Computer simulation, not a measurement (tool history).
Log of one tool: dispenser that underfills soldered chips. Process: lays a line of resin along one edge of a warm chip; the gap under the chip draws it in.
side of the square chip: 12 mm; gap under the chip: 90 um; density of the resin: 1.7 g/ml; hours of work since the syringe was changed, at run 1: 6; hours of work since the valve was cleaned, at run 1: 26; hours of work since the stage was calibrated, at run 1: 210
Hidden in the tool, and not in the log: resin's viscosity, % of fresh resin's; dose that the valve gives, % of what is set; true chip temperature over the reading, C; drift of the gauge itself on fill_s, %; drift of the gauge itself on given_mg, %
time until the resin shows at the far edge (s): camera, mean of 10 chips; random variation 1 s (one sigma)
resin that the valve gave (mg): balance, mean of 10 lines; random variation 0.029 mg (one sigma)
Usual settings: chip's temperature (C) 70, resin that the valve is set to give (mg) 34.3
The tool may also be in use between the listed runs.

| run | hour | chip's temperature (C) | resin that the valve is set to give (mg) | hours of work since the syringe was changed | hours of work since the valve was cleaned | hours of work since the stage was calibrated | time until the resin shows at the far edge (s) | resin that the valve gave (mg) |
|---|---|---|---|---|---|---|---|---|
| 1 | 0.0 | 70 | 34.3 | 6 | 26 | 210 | 164.8 | 34.01 |
|  | 4.9 | new syringe of resin |
| 2 | 13.6 | 70 | 34.3 | 6 | 35 | 218 | 156.4 | 33.88 |
|  | 18.4 | new syringe of resin |
| 3 | 28.3 | 70 | 34.3 | 7 | 45 | 228 | 171.7 | 33.76 |
|  | 31.9 | new syringe of resin |
|  | 32.9 | dispensing valve cleaned and set on the balance |
| 4 | 40.5 | 70 | 34.3 | 5 | 5 | 235 | 147.9 | 34.24 |
|  | 46.9 | new syringe of resin |
| 5 | 52.6 | 70 | 34.3 | 4 | 13 | 243 | 137.2 | 34.11 |
|  | 61.1 | new syringe of resin |
| 6 | 64.4 | 70 | 34.3 | 2 | 21 | 251 | 120.0 | 34.06 |
| 7 | 73.3 | 70 | 34.3 | 8 | 27 | 257 | 193.7 | 34.00 |
|  | 74.9 | new syringe of resin |
| 8 | 84.2 | 70 | 34.3 | 6 | 34 | 264 | 166.8 | 33.84 |
|  | 88.3 | new syringe of resin |
| 9 | 92.6 | 70 | 34.3 | 3 | 39 | 270 | 126.3 | 33.76 |
|  | 101.8 | new syringe of resin |
|  | 105.8 | dispensing valve cleaned and set on the balance |
| 10 | 106.8 | 70 | 41.2 | 3 | 1 | 278 | 121.3 | 41.17 |
|  | 116.3 | new syringe of resin |
| 11 | 120.1 | 70 | 31.4 | 3 | 9 | 287 | 127.2 | 31.28 |
|  | 129.6 | new syringe of resin |
| 12 | 133.5 | 70 | 31.4 | 3 | 18 | 296 | 128.9 | 31.18 |
|  | 143.6 | new syringe of resin |
| 13 | 148.3 | 70 | 31.4 | 3 | 28 | 305 | 131.6 | 31.09 |
|  | 157.9 | new syringe of resin |
| 14 | 159.0 | 70 | 41.6 | 1 | 35 | 312 | 107.8 | 41.13 |
| 15 | 166.1 | 70 | 41.6 | 6 | 40 | 317 | 160.3 | 41.03 |
|  | 171.7 | new syringe of resin |
|  | 178.8 | dispensing valve cleaned and set on the balance |
| 16 | 182.8 | 70 | 41.6 | 7 | 3 | 328 | 174.1 | 41.80 |
|  | 186.0 | new syringe of resin |
| 17 | 189.4 | 70 | 41.6 | 2 | 7 | 332 | 120.7 | 41.76 |
|  | 200.4 | new syringe of resin |
| 18 | 202.7 | 70 | 31.4 | 2 | 16 | 340 | 118.7 | 31.39 |
| 19 | 211.4 | 70 | 31.4 | 7 | 21 | 346 | 185.3 | 31.34 |
|  | 214.2 | new syringe of resin |
| 20 | 218.3 | 70 | 31.4 | 3 | 26 | 351 | 133.1 | 31.36 |
| 21 | 225.3 | 61 | 30.4 | 7 | 31 | 355 | 301.9 | 30.25 |
|  | 228.0 | new syringe of resin |
| 22 | 240.7 | 55 | 30.4 | 8 | 41 | 366 | 433.2 | 30.14 |
|  | 242.1 | new syringe of resin |
| 23 | 247.2 | 66 | 35.1 | 3 | 45 | 370 | 163.9 | 34.78 |
|  | 251.6 | dispensing valve cleaned and set on the balance |
|  | 257.0 | new syringe of resin |
| 24 | 257.0 | 66 | 35.1 | 0 | 3 | 375 | 124.5 | 35.10 |
|  | 270.7 | new syringe of resin |
| 25 | 271.6 | 74 | 43.5 | 1 | 13 | 385 | 89.1 | 43.30 |
| 26 | 280.1 | 64 | 39.6 | 6 | 19 | 391 | 223.3 | 39.40 |
|  | 284.2 | new syringe of resin |
| 27 | 290.2 | 64 | 39.6 | 4 | 25 | 397 | 184.3 | 39.26 |
| 28 | 296.9 | 78 | 41.6 | 9 | 30 | 402 | 139.1 | 41.23 |
|  | 298.3 | new syringe of resin |
| 29 | 307.9 | 82 | 44.6 | 6 | 37 | 409 | 100.8 | 44.13 |
|  | 312.4 | new syringe of resin |
| 30 | 315.1 | 70 | 36.8 | 2 | 42 | 414 | 117.5 | 36.34 |
|  | 323.8 | dispensing valve cleaned and set on the balance |
| 31 | 323.8 | 84 | 41.2 | 7 | 0 | 419 | 96.9 | 41.31 |
|  | 327.2 | new syringe of resin |
| 32 | 335.8 | 68 | 41.2 | 6 | 8 | 427 | 179.1 | 41.18 |
|  | 341.5 | new syringe of resin |
| 33 | 348.3 | 77 | 34.9 | 5 | 16 | 435 | 109.3 | 34.83 |
|  | 355.0 | new syringe of resin |
| 34 | 361.8 | 84 | 35.2 | 5 | 25 | 444 | 83.4 | 34.96 |

Forecast each of these 4 alternatives for the next run:
|  | 368.3 | new syringe of resin |
| A | 369.3 | 63 | 34.3 | 1 | 30 | 448 | ? | ? |
|  | 368.3 | new syringe of resin |
| B | 369.3 | 58 | 31.7 | 1 | 30 | 448 | ? | ? |
|  | 368.3 | new syringe of resin |
| C | 369.3 | 77 | 34.4 | 1 | 30 | 448 | ? | ? |
|  | 368.3 | new syringe of resin |
| D | 369.3 | 61 | 30.9 | 1 | 30 | 448 | ? | ? |

| run | time until the resin shows at the far edge (s) | resin that the valve gave (mg) |
|---|---|---|
| A | 152.9 | 34.05 |
| B | 197.8 | 31.47 |
| C | 80.0 | 34.13 |
| D | 171.8 | 30.67 |
Without the tool's hidden state the same runs would have given:
| run | time until the resin shows at the far edge (s) | resin that the valve gave (mg) |
|---|---|---|
| A | 132.5 | 34.31 |
| B | 170.9 | 31.71 |
| C | 69.9 | 34.39 |
| D | 148.6 | 30.90 |
